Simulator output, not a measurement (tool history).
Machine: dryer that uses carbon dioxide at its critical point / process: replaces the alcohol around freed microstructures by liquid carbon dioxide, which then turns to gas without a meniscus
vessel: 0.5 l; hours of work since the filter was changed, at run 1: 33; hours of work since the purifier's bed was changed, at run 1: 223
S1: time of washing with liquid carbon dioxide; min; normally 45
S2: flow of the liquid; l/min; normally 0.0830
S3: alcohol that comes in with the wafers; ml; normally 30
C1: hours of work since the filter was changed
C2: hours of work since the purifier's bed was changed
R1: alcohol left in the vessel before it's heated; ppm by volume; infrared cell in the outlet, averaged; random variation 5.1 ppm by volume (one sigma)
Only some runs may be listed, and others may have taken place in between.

run  hour  S1      S2   S3  C1   C2    R1
  1   0.0  45  0.0830   30  33  223    74
  2   7.4  45  0.0830   30  38  227    73
  3  15.6  45  0.0830  103  43  233   211
  4  19.7  45  0.0830  103  46  236   205
  5  26.6  45  0.0830  103  51  240   219
  6  35.7  45  0.0830  103  57  246   209
  7  42.9  46  0.1072   29  61  251    26
  8  50.9  34  0.0653   54  67  256  1861
  9  57.2  60  0.0653   66  71  261   114
 10  65.7  62  0.0551   26  76  266   129
 11  70.2  62  0.0765   82  80  269    40
 12  79.5  33  0.0951   25  86  275   167

Consider 4 possible next runs. They are alternatives, not a sequence: every one starts from the tool as it was left by run 12. What does each give?
  A  87.1  39  0.0817  74  91  280   ?
  B  87.1  45  0.0830  46  91  280   ?
  C  87.1  33  0.0640  67  91  280   ?
  D  87.1  56  0.0654  55  91  280   ?

run    R1
  A   448
  B   119
  C  2872
  D   153
Stripped of hidden state, with their random variation kept, the same runs would have yielded:
run    R1
  A   358
  B    86
  C  2507
  D   112
